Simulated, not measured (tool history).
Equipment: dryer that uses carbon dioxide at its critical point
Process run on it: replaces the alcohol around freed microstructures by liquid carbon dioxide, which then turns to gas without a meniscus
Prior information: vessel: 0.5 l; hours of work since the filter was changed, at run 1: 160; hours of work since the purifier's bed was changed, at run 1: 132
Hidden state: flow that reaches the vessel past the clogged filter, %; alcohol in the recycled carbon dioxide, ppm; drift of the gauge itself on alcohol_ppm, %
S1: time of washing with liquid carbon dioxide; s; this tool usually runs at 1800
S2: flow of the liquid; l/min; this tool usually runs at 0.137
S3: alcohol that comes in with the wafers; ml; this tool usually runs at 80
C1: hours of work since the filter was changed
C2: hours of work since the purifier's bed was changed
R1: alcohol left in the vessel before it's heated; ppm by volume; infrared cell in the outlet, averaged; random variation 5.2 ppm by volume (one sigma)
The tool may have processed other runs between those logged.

run,hour,S1,S2,S3,C1,C2,R1
1,0,1800,0.137,80,160,132,190
2,32.7,1800,0.137,80,170,141,208
3,65.5,1800,0.137,80,180,151,212
4,107.7,1800,0.137,80,192,164,223
5,171.2,1800,0.11,80,212,183,746
# hour 199.9: inlet filter changed
6,217,1800,0.11,80,5,196,454
7,276.1,1800,0.11,80,23,214,482
8,321.6,1200,0.11,80,37,228,3282
9,351.6,1800,0.137,53,46,237,126
10,382.5,1800,0.137,53,55,246,119
11,444.1,1800,0.137,53,73,265,133
12,481.9,1800,0.137,53,85,276,140
13,513.6,1800,0.137,53,94,285,135
14,553.6,1800,0.137,80,106,297,187
15,611,1800,0.137,80,123,315,209
16,669.2,1500,0.137,80,141,332,562
17,733.4,1500,0.137,80,160,351,602
18,791.6,1500,0.137,80,178,369,624
19,856.4,1500,0.137,80,197,388,666
20,914.8,1800,0.137,80,215,406,261
# hour 935.6: inlet filter changed
21,976.6,1800,0.137,80,12,424,193
22,1039.3,1800,0.137,80,31,443,198
23,1069.5,1800,0.137,80,40,452,191
24,1109.7,1800,0.137,80,52,464,199
25,1159.1,1800,0.147,62,67,479,141
26,1211.8,1800,0.147,62,83,495,144
27,1244.3,1200,0.164,33,93,505,339
28,1292.3,1260,0.088,110,107,519,9117
29,1337.2,1800,0.137,87,121,532,256
30,1391.3,1440,0.107,92,137,549,2440
31,1457.2,2700,0.137,28,157,568,101
32,1517.4,2700,0.137,28,175,587,100
33,1565,1980,0.153,80,189,601,133
34,1601.9,1980,0.153,80,200,612,138
35,1648.6,1980,0.153,80,214,626,158
# hour 1667.1: inlet filter changed
36,1684.8,1800,0.137,55,5,636,183
37,1724.6,2040,0.137,55,17,648,137
38,1773.4,1200,0.134,31,32,663,661
39,1839.9,1200,0.134,24,52,683,546
40,1890.6,1200,0.134,24,67,698,565
41,1942.8,2280,0.205,36,83,714,118
42,2006.4,1800,0.205,36,102,733,125
43,2073.4,1800,0.205,36,122,753,133
44,2140.1,1800,0.205,36,142,773,132
45,2175.9,1800,0.125,80,153,784,428
46,2208.5,2760,0.091,76,163,794,267

Alternative continuations, all from the tool just after run 46; predict every row:
A,2256.3,2400,0.091,76,177,808,?
B,2256.3,1320,0.137,66,177,808,?
C,2256.3,1800,0.137,70,177,808,?
D,2256.3,1140,0.175,76,177,808,?

run,R1
A,491
B,1029
C,271
D,762
Without the tool's hidden state the same runs would have given:
run,R1
A,219
B,600
C,81
D,406
